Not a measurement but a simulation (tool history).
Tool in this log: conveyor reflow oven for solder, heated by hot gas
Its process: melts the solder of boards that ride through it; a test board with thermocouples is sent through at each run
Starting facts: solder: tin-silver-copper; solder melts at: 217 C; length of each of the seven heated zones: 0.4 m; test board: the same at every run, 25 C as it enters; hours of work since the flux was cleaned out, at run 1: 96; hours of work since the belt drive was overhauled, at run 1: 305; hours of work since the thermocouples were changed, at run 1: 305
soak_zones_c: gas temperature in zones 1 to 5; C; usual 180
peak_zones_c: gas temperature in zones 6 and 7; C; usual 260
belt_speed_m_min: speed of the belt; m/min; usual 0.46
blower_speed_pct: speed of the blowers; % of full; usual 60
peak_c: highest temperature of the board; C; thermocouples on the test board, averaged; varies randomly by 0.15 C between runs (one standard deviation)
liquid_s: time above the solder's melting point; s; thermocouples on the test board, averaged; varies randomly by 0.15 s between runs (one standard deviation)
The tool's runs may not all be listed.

| run | day | soak_zones_c | peak_zones_c | belt_speed_m_min | blower_speed_pct | hours of work since the flux was cleaned out | hours of work since the belt drive was overhauled | hours of work since the thermocouples were changed | peak_c | liquid_s |
|---|---|---|---|---|---|---|---|---|---|---|
| 1 | 0 | 180 | 260 | 0.46 | 60 | 96 | 305 | 305 | 249.8 | 81.3 |
| 2 | 0.892 | 180 | 260 | 0.46 | 60 | 108 | 317 | 317 | 249.5 | 81.3 |
| 3 | 2.596 | 180 | 260 | 0.454 | 60 | 132 | 341 | 341 | 250 | 82.8 |
| 4 | 3.342 | 180 | 260 | 0.454 | 60 | 142 | 352 | 352 | 250 | 82.8 |
| 5 | 4.529 | 180 | 255 | 0.46 | 60 | 159 | 368 | 368 | 245.1 | 76.4 |
| 6 | 6.225 | 180 | 255 | 0.46 | 60 | 183 | 392 | 392 | 244.8 | 76.9 |
| 7 | 7.55 | 180 | 255 | 0.46 | 60 | 201 | 410 | 410 | 244.9 | 76.7 |
| 8 | 9.308 | 180 | 260 | 0.462 | 60 | 226 | 435 | 435 | 249.1 | 80.6 |
| 9 | 10.788 | 180 | 260 | 0.462 | 60 | 246 | 455 | 455 | 248.9 | 80.6 |
| 10 | 11.7 | 180 | 260 | 0.462 | 60 | 259 | 468 | 468 | 249 | 80.7 |
| 11 | 12.738 | 180 | 260 | 0.478 | 60 | 273 | 483 | 483 | 248.1 | 76.7 |
| 12 | 13.667 | 180 | 260 | 0.478 | 60 | 286 | 496 | 496 | 248.3 | 76.6 |
| 13 | 15.154 | 183 | 260 | 0.46 | 60 | 307 | 516 | 516 | 249.5 | 82.9 |
| 14 | 16.871 | 183 | 260 | 0.46 | 60 | 331 | 540 | 540 | 249.4 | 82.9 |
| 15 | 18.05 | 180 | 260 | 0.481 | 60 | 347 | 557 | 557 | 248 | 75.6 |
| 16 | 19.167 | 180 | 270 | 0.481 | 60 | 363 | 572 | 572 | 257.1 | 83.4 |
| 17 | 20.375 | 180 | 270 | 0.481 | 60 | 380 | 589 | 589 | 256.8 | 83.1 |
| 18 | 21.188 | 180 | 274 | 0.46 | 60 | 391 | 600 | 600 | 261.4 | 91.3 |
| 19 | 22.95 | 180 | 253 | 0.479 | 81 | 416 | 625 | 625 | 243.1 | 72.8 |
| 20 | 24.529 | 180 | 253 | 0.479 | 81 | 438 | 647 | 647 | 243.2 | 72.8 |
| 21 | 25.675 | 187 | 261 | 0.422 | 60 | 454 | 663 | 663 | 252.3 | 97.1 |
| 22 | 27.017 | 187 | 261 | 0.422 | 60 | 472 | 682 | 682 | 252 | 97 |
|  | 27.975 | flux residue cleaned out of gas plates and filters |
| 23 | 28.896 | 187 | 266 | 0.53 | 60 | 13 | 705 | 705 | 252.3 | 75.6 |
| 24 | 30.496 | 194 | 260 | 0.46 | 79 | 35 | 727 | 727 | 252.4 | 93.5 |
| 25 | 31.7 | 175 | 264 | 0.452 | 71 | 52 | 744 | 744 | 253.6 | 85.4 |
| 26 | 32.612 | 186 | 273 | 0.44 | 64 | 65 | 757 | 757 | 263.4 | 100.4 |
| 27 | 34.288 | 180 | 258 | 0.46 | 72 | 88 | 780 | 780 | 248.2 | 81.8 |
| 28 | 35.008 | 192 | 267 | 0.46 | 75 | 98 | 790 | 790 | 258.3 | 96.2 |
| 29 | 36.467 | 192 | 267 | 0.46 | 75 | 118 | 811 | 811 | 258.1 | 96.2 |
| 30 | 37.554 | 177 | 252 | 0.46 | 75 | 134 | 826 | 826 | 242.6 | 73.9 |

For some of the steps in peak_c from one run to the next: how much would appear even if the tool had no hidden state, given the settings, what came in and random variation, and how much remains for the hidden state plus any gauge scatter that the measured result and the result without hidden state don't share?
Unlogged tool condition in this case: heat that the gas passes to the board, % of a clean oven's; belt's true speed, % of the reading; true gas temperature in zones 6 and 7 over the reading, C; drift of the gauge itself on peak_c, C; drift of the gauge itself on liquid_s, %.
Run 15 -> 16: peak_zones_c 260 -> 270. peak_c +9.1 C: hidden state -0.2, all else +9.3.
Run 18 -> 19: peak_zones_c 274 -> 253, belt_speed_m_min 0.46 -> 0.479, blower_speed_pct 60 -> 81. peak_c -18.3 C: hidden state +0, all else -18.3.
Run 22 -> 23: peak_zones_c 261 -> 266, belt_speed_m_min 0.422 -> 0.53, flux residue cleaned out of gas plates and filters. peak_c +0.3 C: hidden state +0.7, all else -0.4.
Run 23 -> 24: soak_zones_c 187 -> 194, peak_zones_c 266 -> 260, belt_speed_m_min 0.53 -> 0.46, blower_speed_pct 60 -> 79. peak_c +0.1 C: hidden state -0.2, all else +0.3.
Run 26 -> 27: soak_zones_c 186 -> 180, peak_zones_c 273 -> 258, belt_speed_m_min 0.44 -> 0.46, blower_speed_pct 64 -> 72. peak_c -15.2 C: hidden state -0.1, all else -15.1.
Run 29 -> 30: soak_zones_c 192 -> 177, peak_zones_c 267 -> 252. peak_c -15.5 C: hidden state +0, all else -15.5.

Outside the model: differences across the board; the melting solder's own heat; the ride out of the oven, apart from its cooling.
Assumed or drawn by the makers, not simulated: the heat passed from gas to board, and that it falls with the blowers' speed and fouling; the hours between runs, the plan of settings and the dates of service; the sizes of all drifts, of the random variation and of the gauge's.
